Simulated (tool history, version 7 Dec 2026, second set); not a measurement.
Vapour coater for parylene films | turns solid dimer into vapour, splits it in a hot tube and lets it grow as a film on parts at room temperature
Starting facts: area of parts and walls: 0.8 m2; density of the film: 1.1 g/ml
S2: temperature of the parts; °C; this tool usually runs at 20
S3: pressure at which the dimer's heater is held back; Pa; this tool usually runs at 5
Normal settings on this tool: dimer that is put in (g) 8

Run 1, hour 0: usual settings. Result: thickness of the film (nm) 4190.
Run 2, hour 24.4: usual settings. Result: thickness of the film (nm) 4140.
Run 3, hour 52.9: usual settings. Result: thickness of the film (nm) 4100.
Run 4, hour 74.7: usual settings. Result: thickness of the film (nm) 4070.
Run 5, hour 106.3: usual settings. Result: thickness of the film (nm) 4110.
At hour 132.4: trap's valve overhauled.
Run 6, hour 138.1: usual settings. Result: thickness of the film (nm) 4550.
Run 7, hour 159.5: usual settings. Result: thickness of the film (nm) 4590.
Run 8, hour 181.6: usual settings. Result: thickness of the film (nm) 4440.
Run 9, hour 216.9: usual settings. Result: thickness of the film (nm) 4460.
Run 10, hour 240.8: usual settings but dimer that is put in (g) 6. Result: thickness of the film (nm) 3270.
Run 11, hour 256.5: usual settings. Result: thickness of the film (nm) 4350.
Run 12, hour 276.1: usual settings. Result: thickness of the film (nm) 4350.
Run 13, hour 308.2: usual settings but dimer that is put in (g) 4. Result: thickness of the film (nm) 2100.
Run 14, hour 334.8: usual settings but dimer that is put in (g) 6. Result: thickness of the film (nm) 3160.
Run 15, hour 361.9: usual settings. Result: thickness of the film (nm) 4210.
Run 16, hour 390.7: usual settings. Result: thickness of the film (nm) 4150.
Run 17, hour 413.2: usual settings but S2 15 °C. Result: thickness of the film (nm) 4710.
Run 18, hour 450.3: usual settings but S2 15 °C. Result: thickness of the film (nm) 4580.
Run 19, hour 465.5: usual settings but dimer that is put in (g) 7, S2 15 °C, S3 4.64 Pa. Result: thickness of the film (nm) 4040.
At hour 481.1: trap's valve overhauled.
Run 20, hour 492.9: usual settings but S2 19 °C, S3 9.29 Pa. Result: thickness of the film (nm) 4320.
Run 21, hour 516.6: usual settings but dimer that is put in (g) 12, S2 19 °C, S3 2.71 Pa. Result: thickness of the film (nm) 7870.
Run 22, hour 546.8: usual settings but dimer that is put in (g) 12, S2 30 °C, S3 2.02 Pa. Result: thickness of the film (nm) 5810.
Run 23, hour 574: usual settings but S2 30 °C, S3 4.82 Pa. Result: thickness of the film (nm) 3360.
At hour 576.5: table's thermometer calibrated.
Run 24, hour 609.3: usual settings but dimer that is put in (g) 4, S2 17 °C. Result: thickness of the film (nm) 2380.
Run 25, hour 644.2: usual settings but dimer that is put in (g) 4, S2 17 °C. Result: thickness of the film (nm) 2350.
Run 26, hour 672.3: usual settings but S2 32 °C, S3 2.93 Pa. Result: thickness of the film (nm) 3310.
At hour 688.7: table's thermometer calibrated, once more.
Run 27, hour 690.8: usual settings but S2 32 °C, S3 2.93 Pa. Result: thickness of the film (nm) 3230.
Run 28, hour 708.2: usual settings but dimer that is put in (g) 9, S2 28 °C, S3 2.93 Pa. Result: thickness of the film (nm) 4020.
Run 29, hour 728.7: usual settings but dimer that is put in (g) 4. Result: thickness of the film (nm) 2030.
Run 30, hour 748.3: usual settings but dimer that is put in (g) 4, S2 12 °C. Result: thickness of the film (nm) 2510.
Run 31, hour 775.4: usual settings but dimer that is put in (g) 4, S2 15 °C. Result: thickness of the film (nm) 2340.

Estimate the outcome of run 32 from the log above:
Run 32, hour 808.2: usual settings but dimer that is put in (g) 13. Result: thickness of the film (nm) ?.

Run 32 yielded thickness of the film (nm) 6440.
Minus the tool's unlogged condition, the same run would have read thickness of the film (nm) 7460.

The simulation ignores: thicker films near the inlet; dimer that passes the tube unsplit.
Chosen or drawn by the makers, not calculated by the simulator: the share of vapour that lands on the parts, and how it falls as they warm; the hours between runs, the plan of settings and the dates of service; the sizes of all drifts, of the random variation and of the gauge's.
